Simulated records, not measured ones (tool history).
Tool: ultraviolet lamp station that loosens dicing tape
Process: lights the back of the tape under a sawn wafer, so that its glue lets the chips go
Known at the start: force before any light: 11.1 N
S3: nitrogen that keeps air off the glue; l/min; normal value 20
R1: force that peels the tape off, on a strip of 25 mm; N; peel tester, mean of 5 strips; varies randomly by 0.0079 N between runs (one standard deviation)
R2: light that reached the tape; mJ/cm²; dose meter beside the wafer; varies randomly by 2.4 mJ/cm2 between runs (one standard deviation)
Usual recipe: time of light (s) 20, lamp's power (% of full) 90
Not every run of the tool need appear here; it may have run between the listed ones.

run 1 hour=0.0 | time_of_light_(s)=20 lamp's_power_(%_of_full)=90 S3=20 | R1=0.475 R2=227
run 2 hour=13.3 | time_of_light_(s)=20 lamp's_power_(%_of_full)=90 S3=20 | R1=0.519 R2=225
run 3 hour=21.9 | time_of_light_(s)=20 lamp's_power_(%_of_full)=90 S3=14 | R1=0.718 R2=223
run 4 hour=29.6 | time_of_light_(s)=20 lamp's_power_(%_of_full)=90 S3=14 | R1=0.712 R2=223
run 5 hour=41.3 | time_of_light_(s)=20 lamp's_power_(%_of_full)=90 S3=35 | R1=0.327 R2=222
run 6 hour=53.8 | time_of_light_(s)=20 lamp's_power_(%_of_full)=90 S3=35 | R1=0.330 R2=218
run 7 hour=63.4 | time_of_light_(s)=20 lamp's_power_(%_of_full)=90 S3=35 | R1=0.340 R2=219
run 8 hour=76.0 | time_of_light_(s)=20 lamp's_power_(%_of_full)=90 S3=35 | R1=0.367 R2=213
-- hour=83.6 window cleaned of glue's vapour
run 9 hour=88.0 | time_of_light_(s)=17 lamp's_power_(%_of_full)=90 S3=35 | R1=0.721 R2=153
run 10 hour=102.4 | time_of_light_(s)=20 lamp's_power_(%_of_full)=74 S3=20 | R1=1.219 R2=142
run 11 hour=117.2 | time_of_light_(s)=20 lamp's_power_(%_of_full)=74 S3=20 | R1=1.304 R2=145
run 12 hour=128.3 | time_of_light_(s)=20 lamp's_power_(%_of_full)=74 S3=20 | R1=1.262 R2=145
run 13 hour=144.2 | time_of_light_(s)=33 lamp's_power_(%_of_full)=74 S3=7 | R1=1.233 R2=233
run 14 hour=151.1 | time_of_light_(s)=17 lamp's_power_(%_of_full)=64 S3=37 | R1=1.569 R2=108
run 15 hour=164.7 | time_of_light_(s)=17 lamp's_power_(%_of_full)=64 S3=37 | R1=1.601 R2=101
-- hour=169.9 window cleaned of glue's vapour, once more
run 16 hour=176.3 | time_of_light_(s)=17 lamp's_power_(%_of_full)=90 S3=37 | R1=0.361 R2=210
run 17 hour=192.5 | time_of_light_(s)=34 lamp's_power_(%_of_full)=90 S3=11 | R1=0.256 R2=414
run 18 hour=208.8 | time_of_light_(s)=34 lamp's_power_(%_of_full)=90 S3=11 | R1=0.244 R2=404
run 19 hour=222.0 | time_of_light_(s)=22 lamp's_power_(%_of_full)=71 S3=20 | R1=0.621 R2=209
run 20 hour=235.3 | time_of_light_(s)=22 lamp's_power_(%_of_full)=71 S3=20 | R1=0.603 R2=203
run 21 hour=251.2 | time_of_light_(s)=22 lamp's_power_(%_of_full)=71 S3=20 | R1=0.630 R2=201

For some of the steps in R1 from one run to the next: how much would appear even if the tool had no hidden state, given the settings, what came in and random variation, and how much remains for the hidden state plus any gauge scatter that the measured result and the result without hidden state don't share?
The hidden state here: lamp's light, % of a new lamp's; light that the window lets through, % of a clean one's; drift of the gauge itself on peel_n, %; drift of the gauge itself on dose_mj_cm2, %.
Run 9 -> 10: time of light (s) 17 -> 20, lamp's power (% of full) 90 -> 74, S3 35 -> 20. R1 +0.498 N: hidden state +0.332, all else +0.166.
Run 15 -> 16: lamp's power (% of full) 64 -> 90, window cleaned of glue's vapour, once more. R1 -1.240 N: hidden state -0.972, all else -0.268.

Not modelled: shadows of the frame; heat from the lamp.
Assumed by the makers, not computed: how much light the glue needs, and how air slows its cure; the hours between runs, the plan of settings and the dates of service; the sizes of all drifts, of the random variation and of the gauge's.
